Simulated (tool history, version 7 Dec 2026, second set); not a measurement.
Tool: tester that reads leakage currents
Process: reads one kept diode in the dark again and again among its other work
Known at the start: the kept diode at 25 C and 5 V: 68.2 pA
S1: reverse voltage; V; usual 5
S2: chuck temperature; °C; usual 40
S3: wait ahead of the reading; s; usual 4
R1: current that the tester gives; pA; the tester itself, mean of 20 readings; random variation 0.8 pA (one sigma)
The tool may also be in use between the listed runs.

{"run": 1, "hour": 0.0, "S1": 5, "S2": 40, "S3": 4, "R1": 249.83}
{"run": 2, "hour": 61.0, "S1": 5, "S2": 33, "S3": 4, "R1": 133}
{"run": 3, "hour": 119.6, "S1": 5, "S2": 33, "S3": 4, "R1": 130.97}
{"run": 4, "hour": 225.1, "S1": 5, "S2": 33, "S3": 4, "R1": 128.68}
{"run": 5, "hour": 278.6, "S1": 5, "S2": 33, "S3": 4, "R1": 127.36}
{"run": 6, "hour": 382.7, "S1": 5, "S2": 33, "S3": 4, "R1": 124.71}
{"run": 7, "hour": 432.2, "S1": 5, "S2": 33, "S3": 4, "R1": 123.34}
{"run": 8, "hour": 519.0, "S1": 5, "S2": 33, "S3": 4, "R1": 120.54}
{"hour": 551.6, "done": "chuck's temperature calibrated"}
{"run": 9, "hour": 570.9, "S1": 5, "S2": 39, "S3": 4, "R1": 244.68}
{"run": 10, "hour": 623.3, "S1": 5, "S2": 39, "S3": 4, "R1": 242.5}
{"run": 11, "hour": 670.3, "S1": 5, "S2": 39, "S3": 4, "R1": 238.63}
{"run": 12, "hour": 767.7, "S1": 5, "S2": 39, "S3": 4, "R1": 235.03}
{"run": 13, "hour": 845.2, "S1": 5, "S2": 39, "S3": 4, "R1": 232.13}
{"run": 14, "hour": 924.2, "S1": 5, "S2": 39, "S3": 4, "R1": 228.79}
{"run": 15, "hour": 978.9, "S1": 5, "S2": 40, "S3": 4, "R1": 244.78}
{"run": 16, "hour": 1034.2, "S1": 5, "S2": 40, "S3": 4, "R1": 242.4}
{"run": 17, "hour": 1106.1, "S1": 5.59, "S2": 40, "S3": 4, "R1": 250.15}
{"run": 18, "hour": 1183.0, "S1": 5.59, "S2": 40, "S3": 4, "R1": 245.47}
{"run": 19, "hour": 1257.5, "S1": 1.32, "S2": 40, "S3": 4, "R1": 129.64}
{"run": 20, "hour": 1339.7, "S1": 1.32, "S2": 40, "S3": 4, "R1": 127.23}
{"run": 21, "hour": 1414.7, "S1": 1.32, "S2": 40, "S3": 4, "R1": 125.07}
{"hour": 1486.1, "done": "chuck's temperature calibrated"}
{"run": 22, "hour": 1522.7, "S1": 1.99, "S2": 40, "S3": 1.99, "R1": 180.54}
{"run": 23, "hour": 1599.7, "S1": 1.99, "S2": 22, "S3": 1.99, "R1": 35.25}
{"run": 24, "hour": 1670.5, "S1": 1.56, "S2": 29, "S3": 0.39, "R1": 59.73}
{"run": 25, "hour": 1773.9, "S1": 7.07, "S2": 40, "S3": 0.39, "R1": 299.56}
{"run": 26, "hour": 1871.1, "S1": 6.29, "S2": 46, "S3": 1.92, "R1": 458.35}
{"run": 27, "hour": 1957.6, "S1": 6.29, "S2": 46, "S3": 1.92, "R1": 450.9}
{"run": 28, "hour": 2056.2, "S1": 17.34, "S2": 40, "S3": 0.88, "R1": 423.35}
{"hour": 2064.2, "done": "tester calibrated"}
{"run": 29, "hour": 2147.3, "S1": 5, "S2": 34, "S3": 0.7, "R1": 142.4}
{"run": 30, "hour": 2206.3, "S1": 5, "S2": 34, "S3": 0.7, "R1": 141.24}
{"run": 31, "hour": 2279.2, "S1": 5, "S2": 34, "S3": 0.7, "R1": 138.13}
{"run": 32, "hour": 2378.2, "S1": 5, "S2": 34, "S3": 0.7, "R1": 135.47}
{"hour": 2421.2, "done": "chuck's temperature calibrated"}
{"hour": 2428.9, "done": "tester calibrated, once more"}
{"run": 33, "hour": 2443.1, "S1": 8.31, "S2": 40, "S3": 0.39, "R1": 343.28}
{"run": 34, "hour": 2509.8, "S1": 11.3, "S2": 40, "S3": 0.88, "R1": 387.78}
{"run": 35, "hour": 2580.7, "S1": 6.52, "S2": 21, "S3": 0.71, "R1": 58.33}
{"run": 36, "hour": 2675.6, "S1": 6.52, "S2": 40, "S3": 0.71, "R1": 293.78}
{"run": 37, "hour": 2762.4, "S1": 1.14, "S2": 40, "S3": 4, "R1": 133.7}
{"run": 38, "hour": 2861.8, "S1": 1.14, "S2": 40, "S3": 4, "R1": 131.03}
{"run": 39, "hour": 2954.4, "S1": 1.14, "S2": 40, "S3": 4, "R1": 128.58}
{"run": 40, "hour": 3020.3, "S1": 1.14, "S2": 36, "S3": 2.07, "R1": 89.75}

Hidden state or all else? Some run-to-run changes of R1, split into what the settings, what came in and random variation would give without the hidden state, and what is left for the hidden state (with any gauge scatter that isn't in both results):
The hidden state here: stray current of the dirty probe card, pA a volt; current scale over the true one, %; true chuck temperature over the reading, C; drift of the gauge itself on leakage_pa, %.
Run 8 -> 9: S2 33 -> 39, chuck's temperature calibrated. R1 +124.14 pA: hidden state +23.37, all else +100.77.
Run 21 -> 22: S1 1.32 -> 1.99, S3 4 -> 1.99, chuck's temperature calibrated. R1 +55.47 pA: hidden state +25.8, all else +29.67.
Run 24 -> 25: S1 1.56 -> 7.07, S2 29 -> 40. R1 +239.83 pA: hidden state -11.28, all else +251.11.
Run 28 -> 29: S1 17.34 -> 5, S2 40 -> 34, S3 0.88 -> 0.7, tester calibrated. R1 -280.95 pA: hidden state +20.93, all else -301.88.
Run 32 -> 33: S1 5 -> 8.31, S2 34 -> 40, S3 0.7 -> 0.39, chuck's temperature calibrated, tester calibrated, once more. R1 +207.81 pA: hidden state +32.03, all else +175.78.
Run 34 -> 35: S1 11.3 -> 6.52, S2 40 -> 21, S3 0.88 -> 0.71. R1 -329.45 pA: hidden state -2.67, all else -326.78.
